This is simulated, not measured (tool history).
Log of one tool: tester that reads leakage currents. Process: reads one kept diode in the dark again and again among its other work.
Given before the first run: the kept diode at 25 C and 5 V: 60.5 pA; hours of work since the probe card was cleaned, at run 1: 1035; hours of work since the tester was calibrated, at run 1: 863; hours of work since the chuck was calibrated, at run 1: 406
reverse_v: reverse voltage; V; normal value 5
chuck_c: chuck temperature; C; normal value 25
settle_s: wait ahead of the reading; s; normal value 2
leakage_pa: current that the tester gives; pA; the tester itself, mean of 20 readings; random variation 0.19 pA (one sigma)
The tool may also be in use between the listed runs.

run	hour	reverse_v	chuck_c	settle_s	hours of work since the probe card was cleaned	hours of work since the tester was calibrated	hours of work since the chuck was calibrated	leakage_pa
1	0	5	25	2	1035	863	406	61.98
2	43.3	5	25	2	1069	896	439	62.1
3	69.5	5	25	2	1089	917	460	61.62
4	114.5	5	41	2	1124	952	495	188.18
5	149.4	5	41	2	1151	979	522	187.99
6	184.8	5	41	2	1179	1007	550	187.44
7	225.2	5	41	2	1211	1038	582	187.59
8	267.1	5	41	2	1243	1071	614	186.48
9	288.3	5	41	2	1260	1088	631	186.1
10	322.3	5	41	0.62	1287	1114	657	186.47
11	366.9	5	41	0.62	1321	1149	692	187.96
# hour 371.5: chuck's temperature calibrated
12	398.3	10.68	25	2	1344	1172	21	89.55
13	436.8	10.68	25	2	1374	1202	51	89.47
14	481.8	5	25	2	1410	1237	86	60.26
15	501	5	25	2	1425	1252	101	59.81
# hour 532.6: chuck's temperature calibrated, once more
16	544.8	5.38	25	6.34	1457	1285	9	67.43
17	571.7	5.38	25	6.34	1478	1306	30	68.16
18	606.2	5.38	25	6.34	1505	1333	57	67.42

Run 19 is up next; what results do you expect?
19	625.2	5.38	25	6.34	1520	1348	72	?

Run 19 measured leakage_pa 67.88 pA.
The same run, on a tool lacking any hidden state, would have yielded leakage_pa 63.28 pA.
